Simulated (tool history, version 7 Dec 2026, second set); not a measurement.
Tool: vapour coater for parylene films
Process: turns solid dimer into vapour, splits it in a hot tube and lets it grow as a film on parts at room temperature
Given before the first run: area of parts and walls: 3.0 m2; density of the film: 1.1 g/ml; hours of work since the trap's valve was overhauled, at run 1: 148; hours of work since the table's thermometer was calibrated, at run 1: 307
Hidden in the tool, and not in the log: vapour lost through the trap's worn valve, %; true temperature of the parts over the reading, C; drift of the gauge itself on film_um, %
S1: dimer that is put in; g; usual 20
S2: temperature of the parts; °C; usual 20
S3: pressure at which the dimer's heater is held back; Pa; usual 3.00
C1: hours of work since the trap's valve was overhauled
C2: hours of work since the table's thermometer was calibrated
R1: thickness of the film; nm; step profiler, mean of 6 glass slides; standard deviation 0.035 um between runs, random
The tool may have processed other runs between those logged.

{"run": 1, "hour": 0.0, "S1": 20, "S2": 20, "S3": 3.0, "C1": 148, "C2": 307, "R1": 4660}
{"run": 2, "hour": 35.8, "S1": 23, "S2": 20, "S3": 3.0, "C1": 176, "C2": 336, "R1": 5250}
{"run": 3, "hour": 73.8, "S1": 20, "S2": 20, "S3": 3.0, "C1": 206, "C2": 366, "R1": 4530}
{"run": 4, "hour": 101.7, "S1": 20, "S2": 20, "S3": 3.0, "C1": 228, "C2": 388, "R1": 4600}
{"run": 5, "hour": 128.9, "S1": 22, "S2": 20, "S3": 3.0, "C1": 250, "C2": 409, "R1": 4990}
{"run": 6, "hour": 150.4, "S1": 22, "S2": 20, "S3": 3.0, "C1": 267, "C2": 426, "R1": 4980}
{"hour": 180.6, "done": "trap's valve overhauled"}
{"run": 7, "hour": 202.5, "S1": 22, "S2": 20, "S3": 3.0, "C1": 17, "C2": 465, "R1": 5160}
{"run": 8, "hour": 228.8, "S1": 8, "S2": 20, "S3": 3.0, "C1": 38, "C2": 486, "R1": 1860}
{"run": 9, "hour": 258.2, "S1": 8, "S2": 20, "S3": 3.0, "C1": 61, "C2": 509, "R1": 1880}
{"run": 10, "hour": 297.2, "S1": 25, "S2": 19, "S3": 3.19, "C1": 92, "C2": 540, "R1": 6030}
{"run": 11, "hour": 332.1, "S1": 13, "S2": 26, "S3": 3.07, "C1": 120, "C2": 567, "R1": 2180}
{"run": 12, "hour": 363.7, "S1": 13, "S2": 29, "S3": 3.07, "C1": 145, "C2": 592, "R1": 1870}
{"run": 13, "hour": 407.9, "S1": 13, "S2": 14, "S3": 2.63, "C1": 180, "C2": 627, "R1": 3690}
{"run": 14, "hour": 451.1, "S1": 13, "S2": 14, "S3": 2.63, "C1": 214, "C2": 662, "R1": 3680}
{"run": 15, "hour": 481.6, "S1": 25, "S2": 19, "S3": 5.56, "C1": 239, "C2": 686, "R1": 5470}
{"run": 16, "hour": 514.5, "S1": 13, "S2": 22, "S3": 3.0, "C1": 265, "C2": 712, "R1": 2550}
{"run": 17, "hour": 536.4, "S1": 13, "S2": 22, "S3": 3.0, "C1": 282, "C2": 729, "R1": 2580}

3 options for the next run, each taken on its own from the tool as it stands now. Forecast them:
{"hour": 546.0, "done": "trap's valve overhauled"}
{"run": "A", "hour": 568.5, "S1": 15, "S2": 30, "S3": 2.32, "C1": 18, "C2": 752, "R1": "?"}
{"hour": 546.0, "done": "trap's valve overhauled"}
{"run": "B", "hour": 568.5, "S1": 14, "S2": 22, "S3": 3.0, "C1": 18, "C2": 752, "R1": "?"}
{"hour": 546.0, "done": "trap's valve overhauled"}
{"run": "C", "hour": 568.5, "S1": 13, "S2": 12, "S3": 3.0, "C1": 18, "C2": 752, "R1": "?"}

run=A R1=2120
run=B R1=2910
run=C R1=3840
Without the tool's unlogged condition, the same runs would have read:
run=A R1=2310
run=B R1=3170
run=C R1=3880
